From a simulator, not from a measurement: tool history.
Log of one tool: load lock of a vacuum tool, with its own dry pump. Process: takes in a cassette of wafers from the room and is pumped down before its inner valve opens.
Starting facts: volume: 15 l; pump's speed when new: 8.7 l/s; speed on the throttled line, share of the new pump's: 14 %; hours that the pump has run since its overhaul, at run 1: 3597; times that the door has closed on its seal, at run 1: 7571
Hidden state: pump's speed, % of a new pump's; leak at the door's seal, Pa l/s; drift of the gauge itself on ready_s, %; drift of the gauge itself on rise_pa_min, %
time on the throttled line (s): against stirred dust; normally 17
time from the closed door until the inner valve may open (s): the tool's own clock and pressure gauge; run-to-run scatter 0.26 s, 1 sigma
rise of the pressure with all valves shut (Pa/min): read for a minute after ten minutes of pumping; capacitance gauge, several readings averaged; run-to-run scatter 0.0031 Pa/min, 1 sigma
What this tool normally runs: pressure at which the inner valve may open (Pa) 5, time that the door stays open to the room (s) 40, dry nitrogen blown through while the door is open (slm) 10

run,hour,time on the throttled line (s),pressure at which the inner valve may open (Pa),time that the door stays open to the room (s),dry nitrogen blown through while the door is open (slm),hours that the pump has run since its overhaul,times that the door has closed on its seal,"incoming humidity of the room's air, %",time from the closed door until the inner valve may open (s),rise of the pressure with all valves shut (Pa/min)
1,0.0,17,5,40,10,3597,7571,44.2,32.6,0.110
2,70.9,17,5,158,10,3667,7730,43.5,32.4,0.146
3,134.8,17,5,158,10,3731,7872,49.3,32.7,0.154
4,188.9,29,5,40,10,3785,7993,47.4,42.6,0.115
5,234.7,17,5,84,10,3831,8095,46.2,32.4,0.135
6,327.7,17,5,40,10,3924,8303,48.1,32.4,0.119
7,390.9,17,5,125,10,3988,8444,48.9,32.7,0.153
8,451.5,17,5,40,10,4048,8579,45.9,32.4,0.119
9,527.1,17,5,40,10,4124,8747,44.8,32.4,0.124
10,603.8,15,5,40,10,4200,8919,42.1,30.9,0.120
11,650.7,15,5,40,10,4247,9023,45.6,30.7,0.124
12,710.0,15,5,40,10,4307,9155,42.9,30.4,0.123
13,757.6,15,5,40,10,4354,9262,41.3,31.1,0.123
14,809.5,15,5,40,10,4406,9377,48.8,30.6,0.128
15,848.6,15,5,40,10,4445,9465,49.5,30.6,0.130
16,908.3,17,5,40,37,4505,9598,45.1,32.9,0.106
17,982.0,17,5,40,10,4579,9762,46.1,32.7,0.126
18,1037.8,17,5,40,10,4634,9887,43.5,32.3,0.128
19,1114.1,17,5,40,10,4711,10057,46.6,32.7,0.134
20,1164.5,17,5,40,10,4761,10169,48.0,32.6,0.136
21,1249.3,17,8,46,10,4846,10359,46.3,32.0,0.145
22,1324.7,17,8,46,10,4921,10527,46.6,31.6,0.133
23,1394.0,10,8,46,8,4991,10681,45.1,26.0,0.154
24,1465.8,17,9,150,10,5062,10842,44.5,32.6,0.169
25,1542.6,17,9,150,10,5139,11013,44.5,31.6,0.170
26,1636.2,17,9,150,10,5233,11222,44.6,31.4,0.178
27,1710.2,17,9,123,29,5307,11387,46.4,31.7,0.137
28,1759.3,17,9,123,29,5356,11496,44.1,32.1,0.134
29,1815.4,17,8,26,29,5412,11622,47.4,31.7,0.123
30,1872.4,10,5,134,10,5469,11749,41.4,26.7,0.171
31,1946.2,13,7,40,19,5543,11913,43.9,28.7,0.136
32,2011.8,13,10,66,4,5608,12060,44.8,28.5,0.173
33,2103.1,15,10,80,10,5700,12263,43.9,30.0,0.167
34,2155.5,10,7,40,10,5752,12380,42.2,25.8,0.150
35,2236.4,13,5,40,10,5833,12561,43.0,29.5,0.155
36,2310.5,17,5,178,10,5907,12726,45.0,32.8,0.201
37,2391.4,17,5,178,37,5988,12907,46.0,33.3,0.162

Below are 4 alternative next runs, each starting from the tool's condition after run 37. Predict each:
A,2469.6,23,5,40,10,6066,13081,45.6,?,?
B,2469.6,21,9,40,11,6066,13081,46.5,?,?
C,2469.6,22,5,40,14,6066,13081,45.6,?,?
D,2469.6,17,4,40,4,6066,13081,45.4,?,?

run,time from the closed door until the inner valve may open (s),rise of the pressure with all valves shut (Pa/min)
A,37.9,0.154
B,35.0,0.167
C,37.1,0.156
D,33.1,0.168
Take away the tool's hidden state, keep each run's random variation, and the runs would have read:
run,time from the closed door until the inner valve may open (s),rise of the pressure with all valves shut (Pa/min)
A,37.1,0.058
B,34.2,0.069
C,36.2,0.059
D,32.2,0.072
